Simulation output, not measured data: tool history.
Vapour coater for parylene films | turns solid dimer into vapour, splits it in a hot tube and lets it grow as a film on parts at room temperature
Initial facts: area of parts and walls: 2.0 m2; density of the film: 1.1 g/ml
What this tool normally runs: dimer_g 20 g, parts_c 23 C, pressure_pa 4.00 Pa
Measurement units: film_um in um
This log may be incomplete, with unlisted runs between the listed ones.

run 1 hour=0.0 | dimer_g=20 parts_c=23 pressure_pa=4.00 | film_um=5.24
run 2 hour=48.5 | dimer_g=20 parts_c=23 pressure_pa=4.00 | film_um=5.25
run 3 hour=91.8 | dimer_g=20 parts_c=23 pressure_pa=4.00 | film_um=5.26
run 4 hour=135.0 | dimer_g=16 parts_c=23 pressure_pa=4.00 | film_um=4.20
run 5 hour=171.3 | dimer_g=16 parts_c=23 pressure_pa=4.00 | film_um=4.16
run 6 hour=205.2 | dimer_g=16 parts_c=22 pressure_pa=4.00 | film_um=4.27
run 7 hour=245.5 | dimer_g=20 parts_c=29 pressure_pa=4.00 | film_um=4.55
run 8 hour=275.6 | dimer_g=20 parts_c=29 pressure_pa=3.57 | film_um=4.67
run 9 hour=325.5 | dimer_g=20 parts_c=29 pressure_pa=3.57 | film_um=4.64
-- hour=341.3 trap's valve overhauled
run 10 hour=368.7 | dimer_g=20 parts_c=23 pressure_pa=4.00 | film_um=5.38
run 11 hour=402.5 | dimer_g=20 parts_c=16 pressure_pa=4.00 | film_um=6.23
run 12 hour=460.3 | dimer_g=20 parts_c=16 pressure_pa=4.00 | film_um=6.25
run 13 hour=500.0 | dimer_g=20 parts_c=16 pressure_pa=4.00 | film_um=6.32
run 14 hour=525.0 | dimer_g=20 parts_c=23 pressure_pa=4.58 | film_um=5.17
run 15 hour=580.4 | dimer_g=20 parts_c=23 pressure_pa=4.00 | film_um=5.26
run 16 hour=606.9 | dimer_g=20 parts_c=23 pressure_pa=4.93 | film_um=5.07
run 17 hour=640.0 | dimer_g=20 parts_c=23 pressure_pa=3.87 | film_um=5.33
run 18 hour=670.9 | dimer_g=20 parts_c=23 pressure_pa=3.87 | film_um=5.35
-- hour=715.8 trap's valve overhauled
run 19 hour=730.0 | dimer_g=28 parts_c=23 pressure_pa=4.00 | film_um=7.47
run 20 hour=759.0 | dimer_g=28 parts_c=23 pressure_pa=4.00 | film_um=7.43
run 21 hour=804.3 | dimer_g=20 parts_c=23 pressure_pa=5.66 | film_um=4.97
run 22 hour=833.7 | dimer_g=20 parts_c=31 pressure_pa=4.00 | film_um=4.41
run 23 hour=860.3 | dimer_g=14 parts_c=31 pressure_pa=3.38 | film_um=3.20
run 24 hour=895.3 | dimer_g=32 parts_c=20 pressure_pa=4.00 | film_um=9.25
run 25 hour=930.8 | dimer_g=21 parts_c=20 pressure_pa=4.44 | film_um=5.91
run 26 hour=978.7 | dimer_g=23 parts_c=25 pressure_pa=4.44 | film_um=5.74
run 27 hour=1022.3 | dimer_g=18 parts_c=23 pressure_pa=4.00 | film_um=4.83
run 28 hour=1079.6 | dimer_g=20 parts_c=23 pressure_pa=9.20 | film_um=4.46
-- hour=1092.4 trap's valve overhauled
run 29 hour=1131.4 | dimer_g=20 parts_c=23 pressure_pa=9.20 | film_um=4.44
run 30 hour=1182.2 | dimer_g=9 parts_c=17 pressure_pa=2.34 | film_um=3.09
run 31 hour=1223.5 | dimer_g=28 parts_c=29 pressure_pa=4.61 | film_um=6.27
run 32 hour=1258.2 | dimer_g=9 parts_c=21 pressure_pa=7.84 | film_um=2.16
run 33 hour=1288.7 | dimer_g=21 parts_c=18 pressure_pa=4.00 | film_um=6.32
run 34 hour=1331.9 | dimer_g=29 parts_c=23 pressure_pa=4.00 | film_um=7.79
run 35 hour=1385.0 | dimer_g=29 parts_c=23 pressure_pa=4.00 | film_um=7.75
run 36 hour=1409.8 | dimer_g=32 parts_c=18 pressure_pa=4.00 | film_um=9.74
run 37 hour=1461.2 | dimer_g=20 parts_c=29 pressure_pa=5.41 | film_um=4.41
-- hour=1469.9 trap's valve overhauled
run 38 hour=1508.9 | dimer_g=11 parts_c=16 pressure_pa=3.21 | film_um=3.65
run 39 hour=1562.2 | dimer_g=11 parts_c=16 pressure_pa=6.10 | film_um=3.20
run 40 hour=1616.8 | dimer_g=19 parts_c=19 pressure_pa=9.43 | film_um=4.71
run 41 hour=1663.0 | dimer_g=19 parts_c=19 pressure_pa=9.43 | film_um=4.66

Results for each run, recomputed without the tool's hidden state and with each run's random variation untouched:
Unlogged tool condition in this case: vapour lost through the trap's worn valve, %; true temperature of the parts over the reading, C; drift of the gauge itself on film_um, %.
run=1 film_um=5.24
run=2 film_um=5.25
run=3 film_um=5.26
run=4 film_um=4.19
run=5 film_um=4.15
run=6 film_um=4.26
run=7 film_um=4.54
run=8 film_um=4.66
run=9 film_um=4.62
run=10 film_um=5.35
run=11 film_um=6.19
run=12 film_um=6.21
run=13 film_um=6.27
run=14 film_um=5.13
run=15 film_um=5.21
run=16 film_um=5.02
run=17 film_um=5.28
run=18 film_um=5.30
run=19 film_um=7.38
run=20 film_um=7.33
run=21 film_um=4.91
run=22 film_um=4.35
run=23 film_um=3.15
run=24 film_um=9.12
run=25 film_um=5.83
run=26 film_um=5.66
run=27 film_um=4.75
run=28 film_um=4.39
run=29 film_um=4.36
run=30 film_um=3.03
run=31 film_um=6.14
run=32 film_um=2.11
run=33 film_um=6.19
run=34 film_um=7.63
run=35 film_um=7.58
run=36 film_um=9.52
run=37 film_um=4.31
run=38 film_um=3.56
run=39 film_um=3.12
run=40 film_um=4.58
run=41 film_um=4.54
